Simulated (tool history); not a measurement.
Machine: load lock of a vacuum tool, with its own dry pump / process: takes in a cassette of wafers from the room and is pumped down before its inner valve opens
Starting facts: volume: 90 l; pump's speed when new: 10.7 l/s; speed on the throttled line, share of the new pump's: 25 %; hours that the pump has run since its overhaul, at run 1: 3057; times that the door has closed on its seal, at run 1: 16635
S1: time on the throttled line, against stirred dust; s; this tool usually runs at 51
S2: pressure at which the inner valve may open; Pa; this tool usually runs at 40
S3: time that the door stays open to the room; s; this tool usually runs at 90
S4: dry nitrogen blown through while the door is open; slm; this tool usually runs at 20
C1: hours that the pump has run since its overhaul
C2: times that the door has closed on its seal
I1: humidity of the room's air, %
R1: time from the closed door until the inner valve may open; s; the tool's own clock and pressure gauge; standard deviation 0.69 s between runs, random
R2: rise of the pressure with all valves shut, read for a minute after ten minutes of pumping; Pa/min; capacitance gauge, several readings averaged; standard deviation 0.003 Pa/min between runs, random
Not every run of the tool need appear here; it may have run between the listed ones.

Run 1, hour 0.0: usual settings; C1 3057; C2 16635; I1 43.5. Result: R1 104.4 s, R2 0.141 Pa/min.
Run 2, hour 285.5: usual settings; C1 3342; C2 17887; I1 42.5. Result: R1 105.1 s, R2 0.149 Pa/min.
Run 3, hour 653.8: usual settings; C1 3711; C2 19502; I1 43.0. Result: R1 105.8 s, R2 0.159 Pa/min.
Run 4, hour 990.8: usual settings; C1 4048; C2 20980; I1 46.0. Result: R1 105.0 s, R2 0.185 Pa/min.
Run 5, hour 1213.4: usual settings; C1 4270; C2 21956; I1 47.1. Result: R1 105.4 s, R2 0.184 Pa/min.
Run 6, hour 1500.9: usual settings but S3 44 s; C1 4558; C2 23216; I1 42.7. Result: R1 105.2 s, R2 0.197 Pa/min.
Run 7, hour 1876.6: usual settings but S3 44 s; C1 4933; C2 24864; I1 43.8. Result: R1 106.1 s, R2 0.223 Pa/min.
Run 8, hour 2083.1: usual settings but S3 44 s; C1 5140; C2 25769; I1 46.5. Result: R1 105.3 s, R2 0.229 Pa/min.
Run 9, hour 2358.8: usual settings but S1 40 s; C1 5416; C2 26978; I1 45.0. Result: R1 97.6 s, R2 0.250 Pa/min.
Run 10, hour 2613.9: usual settings; C1 5671; C2 28097; I1 48.8. Result: R1 107.2 s, R2 0.262 Pa/min.
Run 11, hour 2946.7: usual settings; C1 6004; C2 29556; I1 45.8. Result: R1 105.5 s, R2 0.278 Pa/min.
Run 12, hour 3178.6: usual settings but S4 29 slm; C1 6235; C2 30573; I1 42.8. Result: R1 106.3 s, R2 0.287 Pa/min.
Run 13, hour 3483.2: usual settings; C1 6540; C2 31909; I1 41.1. Result: R1 106.1 s, R2 0.316 Pa/min.
Run 14, hour 3690.9: usual settings; C1 6748; C2 32819; I1 49.1. Result: R1 105.2 s, R2 0.328 Pa/min.
Run 15, hour 3878.4: usual settings; C1 6935; C2 33642; I1 46.6. Result: R1 107.2 s, R2 0.326 Pa/min.
Run 16, hour 4110.3: usual settings; C1 7167; C2 34658; I1 43.7. Result: R1 106.6 s, R2 0.343 Pa/min.
Run 17, hour 4478.0: usual settings; C1 7535; C2 36271; I1 42.6. Result: R1 106.2 s, R2 0.366 Pa/min.
At hour 4509.4: door's seal changed, seat wiped.
Run 18, hour 4768.4: usual settings; C1 7824; C2 1136; I1 45.2. Result: R1 107.4 s, R2 0.026 Pa/min.
Run 19, hour 5157.9: usual settings; C1 8213; C2 2844; I1 45.6. Result: R1 106.1 s, R2 0.035 Pa/min.
Run 20, hour 5535.2: usual settings but S4 21 slm; C1 8591; C2 4498; I1 48.0. Result: R1 107.3 s, R2 0.038 Pa/min.
Run 21, hour 5837.7: usual settings but S4 21 slm; C1 8893; C2 5825; I1 43.9. Result: R1 107.4 s, R2 0.040 Pa/min.
Run 22, hour 6230.9: usual settings but S4 44 slm; C1 9286; C2 7549; I1 46.1. Result: R1 107.3 s, R2 0.045 Pa/min.
Run 23, hour 6538.8: usual settings but S1 93 s, S4 8 slm; C1 9594; C2 8899; I1 46.4. Result: R1 137.8 s, R2 0.069 Pa/min.
Run 24, hour 6903.4: usual settings but S4 35 slm; C1 9959; C2 10498; I1 41.7. Result: R1 108.2 s, R2 0.071 Pa/min.
Run 25, hour 7127.3: usual settings but S4 35 slm; C1 10183; C2 11479; I1 46.4. Result: R1 108.1 s, R2 0.081 Pa/min.
Run 26, hour 7343.0: usual settings but S2 37 Pa; C1 10398; C2 12425; I1 43.9. Result: R1 108.4 s, R2 0.085 Pa/min.
Run 27, hour 7661.5: usual settings but S1 38 s, S2 29 Pa, S3 29 s; C1 10717; C2 13822; I1 46.4. Result: R1 100.9 s, R2 0.090 Pa/min.
Run 28, hour 8006.9: usual settings but S1 38 s, S2 29 Pa, S3 29 s; C1 11062; C2 15336; I1 45.2. Result: R1 100.9 s, R2 0.103 Pa/min.
Run 29, hour 8382.9: usual settings but S1 68 s, S2 47 Pa; C1 11438; C2 16985; I1 43.9. Result: R1 117.6 s, R2 0.120 Pa/min.
Run 30, hour 8685.0: usual settings but S1 30 s, S3 33 s; C1 11740; C2 18310; I1 44.7. Result: R1 92.5 s, R2 0.133 Pa/min.
Run 31, hour 8990.0: usual settings but S1 30 s, S3 33 s; C1 12045; C2 19647; I1 46.2. Result: R1 93.3 s, R2 0.145 Pa/min.
Run 32, hour 9351.9: usual settings but S1 30 s, S2 46 Pa, S3 149 s; C1 12407; C2 21234; I1 45.1. Result: R1 92.4 s, R2 0.163 Pa/min.
Run 33, hour 9673.6: usual settings but S1 30 s, S2 46 Pa, S3 149 s; C1 12729; C2 22645; I1 41.3. Result: R1 92.0 s, R2 0.174 Pa/min.
Run 34, hour 10058.1: usual settings but S3 83 s, S4 38 slm; C1 13113; C2 24331; I1 43.8. Result: R1 109.6 s, R2 0.190 Pa/min.
Run 35, hour 10422.9: usual settings but S3 83 s, S4 5 slm; C1 13478; C2 25931; I1 42.9. Result: R1 108.3 s, R2 0.217 Pa/min.
Run 36, hour 10587.2: usual settings but S2 55 Pa, S3 38 s, S4 22 slm; C1 13642; C2 26651; I1 46.3. Result: R1 104.4 s, R2 0.214 Pa/min.
Run 37, hour 10780.0: usual settings but S3 68 s, S4 7 slm; C1 13835; C2 27496; I1 44.8. Result: R1 108.5 s, R2 0.234 Pa/min.

Results for each run, recomputed without the tool's hidden state and with each run's random variation untouched:
The hidden state here: pump's speed, % of a new pump's; leak at the door's seal, Pa l/s; drift of the gauge itself on ready_s, %; drift of the gauge itself on rise_pa_min, %.
run     R1     R2
  1  103.6  0.021
  2  104.1  0.019
  3  104.8  0.015
  4  103.9  0.022
  5  104.2  0.015
  6  103.9  0.014
  7  104.6  0.021
  8  103.8  0.014
  9   95.9  0.025
 10  105.5  0.026
 11  103.7  0.016
 12  104.4  0.013
 13  104.2  0.021
 14  103.2  0.025
 15  105.1  0.015
 16  104.4  0.015
 17  103.9  0.016
 18  104.9  0.021
 19  103.5  0.024
 20  104.6  0.019
 21  104.6  0.016
 22  104.4  0.011
 23  135.4  0.027
 24  105.0  0.019
 25  104.8  0.023
 26  105.1  0.019
 27   97.1  0.013
 28   96.9  0.013
 29  114.3  0.017
 30   88.3  0.016
 31   88.9  0.014
 32   88.0  0.020
 33   87.5  0.016
 34  105.3  0.015
 35  103.8  0.026
 36  100.2  0.013
 37  103.9  0.025
